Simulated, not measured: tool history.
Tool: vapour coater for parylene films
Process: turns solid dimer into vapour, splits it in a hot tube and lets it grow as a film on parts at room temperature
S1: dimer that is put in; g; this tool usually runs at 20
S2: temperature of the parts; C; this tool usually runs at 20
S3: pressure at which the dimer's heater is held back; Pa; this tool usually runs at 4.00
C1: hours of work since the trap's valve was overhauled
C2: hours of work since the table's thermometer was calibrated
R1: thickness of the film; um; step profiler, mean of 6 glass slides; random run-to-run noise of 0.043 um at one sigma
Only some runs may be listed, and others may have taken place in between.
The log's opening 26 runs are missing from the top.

run,hour,S1,S2,S3,C1,C2,R1
27,333.4,14,23,10.81,531,200,2.33
28,341.7,14,25,2.63,535,204,3.10
29,351.6,14,25,2.63,539,208,3.08
30,360.2,31,25,2.63,543,212,6.76
31,368.4,20,13,11.70,547,216,3.91
32,380.6,20,20,7.52,552,221,3.87
33,387.9,20,20,7.52,555,224,3.78
34,404.4,20,20,7.52,562,232,3.84
# hour 410.1: trap's valve overhauled
35,415.9,20,22,7.52,3,235,4.06
36,423.6,20,17,7.52,6,238,4.43
37,433.9,20,28,8.29,10,243,3.54
38,446.7,9,14,8.29,16,248,2.09
39,455.3,22,14,8.29,20,252,5.06
40,466.4,22,14,2.45,25,257,6.54
41,481.4,12,20,3.99,31,263,2.85
42,492.3,12,22,3.99,36,268,2.75
43,500.6,13,16,4.14,40,272,3.30
44,513.0,27,18,3.44,45,277,7.01
45,525.7,27,18,3.44,51,283,6.82
46,542.9,16,14,9.50,58,290,3.56

Here are 3 independent what-if runs from the current tool condition. What would each one return?
A,555.1,34,14,9.50,63,296,?
B,555.1,16,19,10.27,63,296,?
C,555.1,16,20,9.50,63,296,?

run,R1
A,7.37
B,3.19
C,3.11
The same runs, with their run-to-run variation unchanged, on a tool lacking any hidden condition would have given:
run,R1
A,7.47
B,3.23
C,3.15
